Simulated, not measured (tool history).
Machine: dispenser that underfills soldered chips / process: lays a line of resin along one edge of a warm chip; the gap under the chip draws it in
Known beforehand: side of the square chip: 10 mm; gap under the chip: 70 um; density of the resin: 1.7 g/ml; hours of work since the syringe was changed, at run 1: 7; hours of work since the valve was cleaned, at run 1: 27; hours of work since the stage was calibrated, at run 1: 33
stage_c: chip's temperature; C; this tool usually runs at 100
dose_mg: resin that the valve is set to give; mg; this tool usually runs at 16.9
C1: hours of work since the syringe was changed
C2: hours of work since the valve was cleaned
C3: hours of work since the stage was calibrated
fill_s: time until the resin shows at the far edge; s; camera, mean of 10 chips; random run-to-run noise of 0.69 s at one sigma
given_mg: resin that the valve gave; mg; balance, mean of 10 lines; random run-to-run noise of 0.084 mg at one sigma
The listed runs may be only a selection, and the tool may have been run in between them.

{"run": 1, "hour": 0.0, "stage_c": 100, "dose_mg": 16.9, "C1": 7, "C2": 27, "C3": 33, "fill_s": 92.0, "given_mg": 16.7}
{"hour": 3.9, "done": "new syringe of resin"}
{"run": 2, "hour": 6.0, "stage_c": 100, "dose_mg": 17.6, "C1": 2, "C2": 31, "C3": 37, "fill_s": 66.0, "given_mg": 17.33}
{"run": 3, "hour": 10.0, "stage_c": 100, "dose_mg": 17.6, "C1": 4, "C2": 34, "C3": 40, "fill_s": 76.4, "given_mg": 17.36}
{"run": 4, "hour": 12.9, "stage_c": 100, "dose_mg": 17.6, "C1": 6, "C2": 36, "C3": 42, "fill_s": 86.6, "given_mg": 17.28}
{"hour": 17.8, "done": "new syringe of resin"}
{"run": 5, "hour": 18.5, "stage_c": 100, "dose_mg": 17.6, "C1": 0, "C2": 40, "C3": 45, "fill_s": 62.9, "given_mg": 17.21}
{"run": 6, "hour": 21.6, "stage_c": 94, "dose_mg": 16.9, "C1": 3, "C2": 42, "C3": 48, "fill_s": 93.6, "given_mg": 16.63}
{"run": 7, "hour": 26.4, "stage_c": 94, "dose_mg": 16.9, "C1": 6, "C2": 45, "C3": 51, "fill_s": 115.3, "given_mg": 16.55}
{"run": 8, "hour": 30.3, "stage_c": 100, "dose_mg": 14.5, "C1": 9, "C2": 48, "C3": 54, "fill_s": 107.6, "given_mg": 14.05}
{"hour": 31.7, "done": "new syringe of resin"}
{"run": 9, "hour": 34.6, "stage_c": 107, "dose_mg": 14.5, "C1": 2, "C2": 51, "C3": 57, "fill_s": 52.7, "given_mg": 14.15}
{"run": 10, "hour": 38.7, "stage_c": 102, "dose_mg": 16.9, "C1": 5, "C2": 54, "C3": 60, "fill_s": 73.9, "given_mg": 16.42}
{"run": 11, "hour": 44.4, "stage_c": 102, "dose_mg": 16.9, "C1": 9, "C2": 58, "C3": 64, "fill_s": 94.8, "given_mg": 16.28}
{"hour": 45.7, "done": "new syringe of resin"}
{"run": 12, "hour": 48.2, "stage_c": 102, "dose_mg": 16.9, "C1": 2, "C2": 60, "C3": 66, "fill_s": 63.6, "given_mg": 16.22}
{"run": 13, "hour": 54.1, "stage_c": 102, "dose_mg": 16.9, "C1": 6, "C2": 65, "C3": 70, "fill_s": 78.3, "given_mg": 16.22}
{"run": 14, "hour": 57.1, "stage_c": 102, "dose_mg": 19.1, "C1": 8, "C2": 67, "C3": 73, "fill_s": 87.1, "given_mg": 18.37}
{"hour": 59.8, "done": "new syringe of resin"}
{"run": 15, "hour": 61.9, "stage_c": 89, "dose_mg": 18.0, "C1": 1, "C2": 70, "C3": 76, "fill_s": 108.7, "given_mg": 17.4}
{"run": 16, "hour": 64.8, "stage_c": 92, "dose_mg": 18.8, "C1": 4, "C2": 72, "C3": 78, "fill_s": 106.9, "given_mg": 17.85}
{"run": 17, "hour": 68.7, "stage_c": 89, "dose_mg": 19.9, "C1": 6, "C2": 75, "C3": 81, "fill_s": 141.8, "given_mg": 19.14}
{"run": 18, "hour": 73.0, "stage_c": 89, "dose_mg": 19.9, "C1": 9, "C2": 78, "C3": 84, "fill_s": 168.0, "given_mg": 19.01}
{"hour": 73.8, "done": "new syringe of resin"}
{"run": 19, "hour": 77.3, "stage_c": 109, "dose_mg": 14.4, "C1": 3, "C2": 81, "C3": 87, "fill_s": 51.0, "given_mg": 13.56}
{"run": 20, "hour": 80.4, "stage_c": 102, "dose_mg": 16.9, "C1": 5, "C2": 83, "C3": 89, "fill_s": 74.6, "given_mg": 16.2}
{"run": 21, "hour": 83.4, "stage_c": 102, "dose_mg": 16.9, "C1": 7, "C2": 85, "C3": 91, "fill_s": 84.1, "given_mg": 16.12}
{"hour": 87.7, "done": "new syringe of resin"}
{"run": 22, "hour": 89.2, "stage_c": 111, "dose_mg": 19.1, "C1": 1, "C2": 89, "C3": 95, "fill_s": 41.2, "given_mg": 18.13}
{"run": 23, "hour": 94.3, "stage_c": 93, "dose_mg": 18.2, "C1": 5, "C2": 93, "C3": 98, "fill_s": 109.5, "given_mg": 17.34}
{"run": 24, "hour": 99.9, "stage_c": 97, "dose_mg": 15.8, "C1": 9, "C2": 97, "C3": 102, "fill_s": 119.3, "given_mg": 14.79}
{"hour": 101.8, "done": "new syringe of resin"}
{"run": 25, "hour": 104.3, "stage_c": 97, "dose_mg": 15.8, "C1": 2, "C2": 100, "C3": 105, "fill_s": 81.7, "given_mg": 14.99}
{"run": 26, "hour": 106.9, "stage_c": 92, "dose_mg": 16.7, "C1": 4, "C2": 101, "C3": 107, "fill_s": 109.0, "given_mg": 15.75}

Here are 3 independent what-if runs from the current tool condition. What would each one return?
{"run": "A", "hour": 110.4, "stage_c": 90, "dose_mg": 18.2, "C1": 6, "C2": 104, "C3": 110, "fill_s": "?", "given_mg": "?"}
{"run": "B", "hour": 110.4, "stage_c": 87, "dose_mg": 16.9, "C1": 6, "C2": 104, "C3": 110, "fill_s": "?", "given_mg": "?"}
{"run": "C", "hour": 110.4, "stage_c": 100, "dose_mg": 17.0, "C1": 6, "C2": 104, "C3": 110, "fill_s": "?", "given_mg": "?"}

run=A fill_s=136.5 given_mg=17.06
run=B fill_s=160.0 given_mg=15.85
run=C fill_s=87.3 given_mg=15.89
Without the tool's unlogged condition, the same runs would have read:
run=A fill_s=96.6 given_mg=18.15
run=B fill_s=112.6 given_mg=16.86
run=C fill_s=61.4 given_mg=16.90

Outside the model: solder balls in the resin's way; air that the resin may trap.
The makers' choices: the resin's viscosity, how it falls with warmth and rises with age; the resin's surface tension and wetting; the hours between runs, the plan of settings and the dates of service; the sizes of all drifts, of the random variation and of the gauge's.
